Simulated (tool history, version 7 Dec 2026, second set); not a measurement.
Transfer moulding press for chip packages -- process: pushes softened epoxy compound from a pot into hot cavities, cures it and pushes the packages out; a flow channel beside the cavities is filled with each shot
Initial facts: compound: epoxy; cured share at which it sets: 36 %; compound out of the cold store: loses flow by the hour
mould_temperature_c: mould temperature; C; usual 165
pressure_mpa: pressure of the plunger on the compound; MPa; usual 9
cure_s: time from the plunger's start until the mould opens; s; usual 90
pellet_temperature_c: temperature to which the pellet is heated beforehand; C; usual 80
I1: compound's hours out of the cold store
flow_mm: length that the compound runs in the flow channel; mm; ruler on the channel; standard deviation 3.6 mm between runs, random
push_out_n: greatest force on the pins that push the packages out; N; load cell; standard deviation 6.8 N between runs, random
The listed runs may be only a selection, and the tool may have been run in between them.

run 1 hour=0 | mould_temperature_c=165 pressure_mpa=9 cure_s=90 pellet_temperature_c=80 | I1=8.9 | flow_mm=965 push_out_n=297
run 2 hour=18.5 | mould_temperature_c=165 pressure_mpa=9 cure_s=90 pellet_temperature_c=80 | I1=39.2 | flow_mm=818 push_out_n=386
-- hour=35.7 cavities cleaned with cleaning compound and waxed
run 3 hour=52.9 | mould_temperature_c=165 pressure_mpa=9 cure_s=90 pellet_temperature_c=80 | I1=36.6 | flow_mm=829 push_out_n=380
-- hour=71.1 cavities cleaned with cleaning compound and waxed
run 4 hour=78.4 | mould_temperature_c=165 pressure_mpa=9 cure_s=90 pellet_temperature_c=80 | I1=39.5 | flow_mm=810 push_out_n=319
-- hour=106.3 cavities cleaned with cleaning compound and waxed
run 5 hour=117.2 | mould_temperature_c=165 pressure_mpa=9 cure_s=90 pellet_temperature_c=80 | I1=42.4 | flow_mm=790 push_out_n=336
-- hour=140.6 cavities cleaned with cleaning compound and waxed
run 6 hour=158.5 | mould_temperature_c=159 pressure_mpa=9 cure_s=90 pellet_temperature_c=80 | I1=33.6 | flow_mm=841 push_out_n=519
-- hour=177.4 cavities cleaned with cleaning compound and waxed
run 7 hour=196.6 | mould_temperature_c=159 pressure_mpa=9 cure_s=90 pellet_temperature_c=80 | I1=39.5 | flow_mm=810 push_out_n=503
-- hour=212.6 cavities cleaned with cleaning compound and waxed
run 8 hour=235.7 | mould_temperature_c=165 pressure_mpa=9 cure_s=90 pellet_temperature_c=80 | I1=45.5 | flow_mm=764 push_out_n=389
-- hour=247.1 cavities cleaned with cleaning compound and waxed
run 9 hour=263.3 | mould_temperature_c=165 pressure_mpa=9 cure_s=90 pellet_temperature_c=80 | I1=40.9 | flow_mm=774 push_out_n=345
-- hour=274 plunger's sealing rings changed
-- hour=284 cavities cleaned with cleaning compound and waxed
run 10 hour=290.9 | mould_temperature_c=165 pressure_mpa=9 cure_s=90 pellet_temperature_c=88 | I1=31.2 | flow_mm=884 push_out_n=310
-- hour=320.9 cavities cleaned with cleaning compound and waxed
run 11 hour=320.9 | mould_temperature_c=165 pressure_mpa=8.06 cure_s=90 pellet_temperature_c=88 | I1=46.9 | flow_mm=767 push_out_n=266
-- hour=326.3 mould's thermocouples calibrated
-- hour=359 cavities cleaned with cleaning compound and waxed
run 12 hour=360.9 | mould_temperature_c=165 pressure_mpa=8.06 cure_s=90 pellet_temperature_c=88 | I1=18.5 | flow_mm=874 push_out_n=284
-- hour=393.6 cavities cleaned with cleaning compound and waxed
run 13 hour=401.2 | mould_temperature_c=165 pressure_mpa=9 cure_s=90 pellet_temperature_c=80 | I1=38.7 | flow_mm=831 push_out_n=306
run 14 hour=418.2 | mould_temperature_c=165 pressure_mpa=9 cure_s=90 pellet_temperature_c=80 | I1=33 | flow_mm=857 push_out_n=376
-- hour=431 mould's thermocouples calibrated, once more
-- hour=432.5 cavities cleaned with cleaning compound and waxed
run 15 hour=446.8 | mould_temperature_c=165 pressure_mpa=9 cure_s=90 pellet_temperature_c=80 | I1=38 | flow_mm=838 push_out_n=342
-- hour=467.9 cavities cleaned with cleaning compound and waxed
run 16 hour=473.2 | mould_temperature_c=171 pressure_mpa=10.89 cure_s=76 pellet_temperature_c=77 | I1=19.6 | flow_mm=981 push_out_n=315
run 17 hour=496.7 | mould_temperature_c=171 pressure_mpa=10.89 cure_s=76 pellet_temperature_c=77 | I1=43.6 | flow_mm=863 push_out_n=414
-- hour=504.4 cavities cleaned with cleaning compound and waxed
run 18 hour=526.5 | mould_temperature_c=171 pressure_mpa=10.89 cure_s=76 pellet_temperature_c=77 | I1=24.1 | flow_mm=951 push_out_n=380
-- hour=540.1 cavities cleaned with cleaning compound and waxed
run 19 hour=558.5 | mould_temperature_c=171 pressure_mpa=10.89 cure_s=76 pellet_temperature_c=77 | I1=9.7 | flow_mm=1032 push_out_n=371
-- hour=577.5 cavities cleaned with cleaning compound and waxed
run 20 hour=580.8 | mould_temperature_c=168 pressure_mpa=7.14 cure_s=86 pellet_temperature_c=74 | I1=18.8 | flow_mm=794 push_out_n=304
-- hour=612.7 cavities cleaned with cleaning compound and waxed
run 21 hour=617.2 | mould_temperature_c=168 pressure_mpa=7.14 cure_s=86 pellet_temperature_c=74 | I1=24.1 | flow_mm=769 push_out_n=305
-- hour=647 cavities cleaned with cleaning compound and waxed
run 22 hour=653.2 | mould_temperature_c=159 pressure_mpa=7.14 cure_s=86 pellet_temperature_c=74 | I1=37.2 | flow_mm=742 push_out_n=470
-- hour=682.2 cavities cleaned with cleaning compound and waxed
run 23 hour=683.5 | mould_temperature_c=173 pressure_mpa=7.03 cure_s=86 pellet_temperature_c=87 | I1=23.6 | flow_mm=745 push_out_n=250
run 24 hour=703.2 | mould_temperature_c=165 pressure_mpa=7.3 cure_s=81 pellet_temperature_c=80 | I1=21.2 | flow_mm=787 push_out_n=423
-- hour=719.4 cavities cleaned with cleaning compound and waxed
run 25 hour=742.9 | mould_temperature_c=165 pressure_mpa=9 cure_s=101 pellet_temperature_c=80 | I1=11.6 | flow_mm=912 push_out_n=364
-- hour=756 cavities cleaned with cleaning compound and waxed
-- hour=764.5 plunger's sealing rings changed
run 26 hour=774.8 | mould_temperature_c=165 pressure_mpa=9.03 cure_s=90 pellet_temperature_c=80 | I1=31 | flow_mm=885 push_out_n=366
-- hour=793.6 cavities cleaned with cleaning compound and waxed
run 27 hour=793.8 | mould_temperature_c=165 pressure_mpa=9 cure_s=82 pellet_temperature_c=80 | I1=15.6 | flow_mm=952 push_out_n=320

Each row is a separate what-if for the run after 27, all from the same tool condition, not one after another. Results?
-- hour=827.9 cavities cleaned with cleaning compound and waxed
run A hour=830.2 | mould_temperature_c=160 pressure_mpa=9.85 cure_s=114 pellet_temperature_c=80 | I1=46 | flow_mm=? push_out_n=?
-- hour=827.9 cavities cleaned with cleaning compound and waxed
run B hour=830.2 | mould_temperature_c=171 pressure_mpa=9 cure_s=90 pellet_temperature_c=80 | I1=35.4 | flow_mm=? push_out_n=?
-- hour=827.9 cavities cleaned with cleaning compound and waxed
run C hour=830.2 | mould_temperature_c=165 pressure_mpa=6.95 cure_s=82 pellet_temperature_c=80 | I1=8.7 | flow_mm=? push_out_n=?

run=A flow_mm=858 push_out_n=278
run=B flow_mm=832 push_out_n=263
run=C flow_mm=867 push_out_n=339
With the hidden condition removed and each run's random variation left untouched, the same runs would have given:
run=A flow_mm=871 push_out_n=263
run=B flow_mm=844 push_out_n=245
run=C flow_mm=879 push_out_n=329
